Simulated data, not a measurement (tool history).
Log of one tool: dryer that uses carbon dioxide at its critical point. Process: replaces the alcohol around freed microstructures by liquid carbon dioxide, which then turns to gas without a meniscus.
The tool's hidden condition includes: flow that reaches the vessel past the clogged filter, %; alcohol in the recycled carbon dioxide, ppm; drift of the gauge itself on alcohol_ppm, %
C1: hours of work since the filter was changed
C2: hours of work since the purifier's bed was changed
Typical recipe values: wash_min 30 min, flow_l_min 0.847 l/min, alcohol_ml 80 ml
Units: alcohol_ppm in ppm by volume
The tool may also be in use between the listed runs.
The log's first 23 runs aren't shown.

run 24 hour=205.1 | wash_min=25 flow_l_min=1.282 alcohol_ml=64 | C1=219 C2=139 | alcohol_ppm=27
run 25 hour=215.9 | wash_min=25 flow_l_min=1.282 alcohol_ml=64 | C1=224 C2=144 | alcohol_ppm=35
run 26 hour=225.5 | wash_min=47 flow_l_min=0.847 alcohol_ml=80 | C1=228 C2=148 | alcohol_ppm=22
run 27 hour=234.8 | wash_min=23 flow_l_min=1.177 alcohol_ml=80 | C1=232 C2=152 | alcohol_ppm=59
run 28 hour=245.8 | wash_min=24 flow_l_min=1.286 alcohol_ml=119 | C1=237 C2=157 | alcohol_ppm=55
run 29 hour=250.8 | wash_min=30 flow_l_min=1.356 alcohol_ml=71 | C1=239 C2=159 | alcohol_ppm=20
run 30 hour=257.8 | wash_min=30 flow_l_min=1.356 alcohol_ml=71 | C1=242 C2=162 | alcohol_ppm=15
run 31 hour=266.5 | wash_min=30 flow_l_min=1.006 alcohol_ml=80 | C1=246 C2=166 | alcohol_ppm=39
run 32 hour=271.4 | wash_min=30 flow_l_min=1.006 alcohol_ml=80 | C1=248 C2=168 | alcohol_ppm=38
run 33 hour=277.4 | wash_min=39 flow_l_min=0.598 alcohol_ml=80 | C1=250 C2=170 | alcohol_ppm=145
run 34 hour=285.2 | wash_min=18 flow_l_min=0.522 alcohol_ml=87 | C1=254 C2=174 | alcohol_ppm=2866
run 35 hour=294.9 | wash_min=30 flow_l_min=0.983 alcohol_ml=95 | C1=258 C2=178 | alcohol_ppm=56
run 36 hour=301.4 | wash_min=30 flow_l_min=0.983 alcohol_ml=95 | C1=261 C2=181 | alcohol_ppm=60
-- hour=308.6 inlet filter changed
run 37 hour=313.6 | wash_min=46 flow_l_min=0.642 alcohol_ml=48 | C1=2 C2=185 | alcohol_ppm=32
run 38 hour=320.2 | wash_min=31 flow_l_min=0.847 alcohol_ml=80 | C1=5 C2=188 | alcohol_ppm=64
run 39 hour=325.8 | wash_min=31 flow_l_min=1.318 alcohol_ml=58 | C1=7 C2=191 | alcohol_ppm=19

Each row is a separate what-if for the run after 39, all from the same tool condition, not one after another. Results?
run A hour=330.6 | wash_min=30 flow_l_min=0.847 alcohol_ml=31 | C1=9 C2=193 | alcohol_ppm=?
run B hour=330.6 | wash_min=21 flow_l_min=0.995 alcohol_ml=82 | C1=9 C2=193 | alcohol_ppm=?
run C hour=330.6 | wash_min=28 flow_l_min=1.261 alcohol_ml=30 | C1=9 C2=193 | alcohol_ppm=?

run=A alcohol_ppm=38
run=B alcohol_ppm=180
run=C alcohol_ppm=21
The same runs, with their run-to-run variation unchanged, on a tool lacking any hidden condition would have given:
run=A alcohol_ppm=23
run=B alcohol_ppm=161
run=C alcohol_ppm=7
